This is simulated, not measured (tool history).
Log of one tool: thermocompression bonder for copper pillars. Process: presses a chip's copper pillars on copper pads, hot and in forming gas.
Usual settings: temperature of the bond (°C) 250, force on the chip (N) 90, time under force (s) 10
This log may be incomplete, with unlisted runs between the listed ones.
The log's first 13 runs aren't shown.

run    hour  temperature of the bond (°C)  force on the chip (N)  time under force (s)  hours of work since the heater was calibrated  hours of work since the force cell was calibrated  hours of work since the gas filter was changed  force that shears a chip off (N)
 14   943.3                           250                     90                    10                                            802                                                523                                             216                              45.9
 15  1010.7                           250                     90                    10                                            852                                                574                                             266                              45.1
     1017.9  -- heater calibrated with a thermocouple chip
 16  1082.8                           250                     90                    10                                             49                                                626                                             319                              50.3
 17  1151.2                           250                     90                    10                                            100                                                677                                             370                              50.4
     1222.5  -- forming gas filter changed
 18  1248.5                           250                     90                    13                                            172                                                749                                              19                              56.7
 19  1306.3                           250                     90                    13                                            215                                                792                                              63                              56.1
 20  1346.1                           253                     98                    13                                            245                                                822                                              92                              60.8
 21  1435.6                           253                     98                    13                                            312                                                889                                             159                              60.4
 22  1486.1                           253                     98                    13                                            349                                                927                                             197                              60.7
 23  1529.1                           253                     98                    13                                            381                                                959                                             229                              57.5
 24  1573.7                           253                     98                    13                                            415                                                992                                             262                              59.5
 25  1658.9                           265                    108                     5                                            478                                               1056                                             326                              53.8
 26  1742.9                           265                     95                     5                                            541                                               1119                                             389                              47.7
     1792.2  -- forming gas filter changed
 27  1829.8                           265                     95                     5                                            606                                               1183                                              28                              50.4
 28  1874.6                           265                     95                     5                                            639                                               1217                                              61                              49.7
 29  1958.1                           269                     62                    24                                            702                                               1279                                             124                              69.4
 30  2042.4                           250                    106                     6                                            765                                               1342                                             187                              43.2
 31  2098.3                           229                     96                    19                                            806                                               1384                                             229                              43.1
 32  2157.7                           251                     91                    14                                            851                                               1428                                             273                              54.9
     2168.3  -- heater calibrated with a thermocouple chip
 33  2220.5                           266                     91                    22                                             39                                               1474                                             318                              77.2
 34  2282.7                           266                     91                    22                                             85                                               1520                                             365                              77.6
     2361.9  -- forming gas filter changed
 35  2372.8                           266                     91                    22                                            152                                               1587                                               8                              80.5
 36  2467.6                           256                     62                     9                                            223                                               1658                                              79                              42.6
 37  2527.4                           256                     72                     9                                            268                                               1702                                             124                              47.6
 38    2603                           256                     72                    24                                            324                                               1759                                             180                              64.4

Branching from run 38: 4 alternative next runs. What would each branch give?
  A  2678.3                           270                     72                    10                                            381                                               1815                                             236                                 ?
  B  2678.3                           270                     60                     7                                            381                                               1815                                             236                                 ?
  C  2678.3                           239                     88                    10                                            381                                               1815                                             236                                 ?
  D  2678.3                           250                     75                     8                                            381                                               1815                                             236                                 ?

run  force that shears a chip off (N)
  A                              58.8
  B                              46.6
  C                              40.1
  D                              40.8
What these runs would have given with no unlogged condition in the tool:
run  force that shears a chip off (N)
  A                              61.4
  B                              48.8
  C                              42.3
  D                                43
